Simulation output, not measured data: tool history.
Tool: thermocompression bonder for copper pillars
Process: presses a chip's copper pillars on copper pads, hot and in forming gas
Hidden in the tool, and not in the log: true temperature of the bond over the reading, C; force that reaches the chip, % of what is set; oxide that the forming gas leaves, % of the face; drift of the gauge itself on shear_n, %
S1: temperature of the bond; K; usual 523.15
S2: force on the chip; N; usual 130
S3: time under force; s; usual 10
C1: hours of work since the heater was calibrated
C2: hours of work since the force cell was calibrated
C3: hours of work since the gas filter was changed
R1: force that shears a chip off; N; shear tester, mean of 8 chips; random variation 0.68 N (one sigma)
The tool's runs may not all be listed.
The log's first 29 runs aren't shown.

run     day      S1   S2  S3   C1   C2   C3    R1
 30  31.562  498.15  109  25  208  504  218  38.8
     32.812  -- forming gas filter changed
 31  32.862  502.15   93  15  223  519    1  32.9
 32  33.667  502.15  151  15  233  528   10  39.5
 33  34.408  523.15  130  13  241  537   19  48.8
 34  35.633  523.15   79  25  256  551   33  48.8
 35  37.088  542.15  167  10  273  569   50  59.9
 36  38.600  552.15  108   7  290  586   68  50.9
 37  40.142  523.15  143   9  309  604   86  44.7
 38  41.321  518.15  143  21  322  618  100  52.6
 39  42.454  518.15  143  21  336  632  113  52.2

Forecast each of these 4 alternatives for the next run:
  A  43.304  523.15  149  10  346  642  123   ?
  B  43.304  504.15  141  21  346  642  123   ?
  C  43.304  544.15  130  10  346  642  123   ?
  D  43.304  523.15  139  10  346  642  123   ?

run    R1
  A  44.6
  B  44.1
  C  54.0
  D  44.1
Without the tool's hidden state the same runs would have given:
run    R1
  A  48.4
  B  48.2
  C  58.0
  D  47.9
